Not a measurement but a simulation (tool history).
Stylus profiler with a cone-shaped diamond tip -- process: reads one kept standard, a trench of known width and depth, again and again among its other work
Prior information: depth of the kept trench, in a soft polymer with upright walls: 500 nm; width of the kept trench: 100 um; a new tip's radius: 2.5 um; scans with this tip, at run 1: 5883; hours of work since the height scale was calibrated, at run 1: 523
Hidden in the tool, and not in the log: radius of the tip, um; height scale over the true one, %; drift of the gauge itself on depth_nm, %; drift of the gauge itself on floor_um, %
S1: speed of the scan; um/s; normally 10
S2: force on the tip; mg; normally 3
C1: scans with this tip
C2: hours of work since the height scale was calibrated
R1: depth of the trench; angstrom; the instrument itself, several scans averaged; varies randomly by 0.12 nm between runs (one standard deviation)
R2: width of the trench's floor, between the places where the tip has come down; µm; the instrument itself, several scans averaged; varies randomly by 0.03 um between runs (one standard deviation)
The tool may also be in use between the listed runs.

run    hour  S1    S2     C1    C2      R1     R2
  1       0  10     3   5883   523  5063.1  96.56
  2    75.9  10     3   6255   556  5063.6  96.61
  3   173.7   3     3   6734   598  5064.9  96.56
  4   258.4   3     3   7150   635    5066  96.52
  5   347.1   3  7.13   7585   674  5110.6  96.51
  6   402.7  10     3   7857   698  5066.6  96.47
  7     511  10     3   8389   745  5067.6  96.42
  8     599  25     3   8820   783  5067.5  96.34
  9   693.7  25     3   9284   825    5067  96.27
 10   778.9  25     3   9702   862  5068.8   96.2
 11   827.8  25     3   9942   883  5069.1  96.22
 12   906.8  25     3  10329   917    5070  96.16
 13  1000.9  25     3  10791   958  5069.9  96.21
 14    1054  25     3  11051   982  5069.7  96.13
 15    1169  25     3  11615  1032  5069.7  96.06
 16  1221.1   5  4.37  11871  1054  5084.9  96.23
 17  1276.7   5  4.37  12143  1079  5085.2  96.22
 18  1380.8  13  3.78  12654  1124  5080.7  96.14
 19  1463.2  13  3.78  13058  1160  5083.8  96.15
 20  1519.8   5  4.36  13336  1184  5088.2  96.17
 21  1578.2  40  2.59  13622  1210  5066.6  95.96
 22  1641.1  11  7.62  13930  1237  5121.5  96.11
 23  1716.8   2  3.01  14301  1270  5073.6  96.09
     1796.6  -- height scale calibrated on a step standard
 24  1833.6   2  3.01  14872    16  5054.3  96.09
 25  1920.9  19  2.56  15300    54    5048  95.91
 26  2013.2  13  1.56  15752    94  5034.8  95.91
 27  2110.3   6     3  16229   137  5053.4  95.98
 28  2169.7  15  1.74  16520   162  5039.5   95.8
     2216.9  -- new tip fitted, height scale calibrated
 29  2282.7  21  4.48    323    29  5075.6  96.86
 30  2367.6  10  8.08    739    66  5107.8  96.87

4 options for the next run, each taken on its own from the tool as it stands now. Forecast them:
  A  2462   7   2.7  1202  107   ?   ?
  B  2462   3  8.08  1202  107   ?   ?
  C  2462   5     3  1202  107   ?   ?
  D  2462   9  5.67  1202  107   ?   ?

run      R1     R2
  A  5055.1  96.86
  B  5109.4  96.87
  C  5058.5  96.92
  D  5086.2  96.82
Without the tool's unlogged condition, the same runs would have read:
run      R1     R2
  A  5052.5  96.94
  B  5106.8  96.96
  C  5055.9  97.01
  D  5083.6   96.9

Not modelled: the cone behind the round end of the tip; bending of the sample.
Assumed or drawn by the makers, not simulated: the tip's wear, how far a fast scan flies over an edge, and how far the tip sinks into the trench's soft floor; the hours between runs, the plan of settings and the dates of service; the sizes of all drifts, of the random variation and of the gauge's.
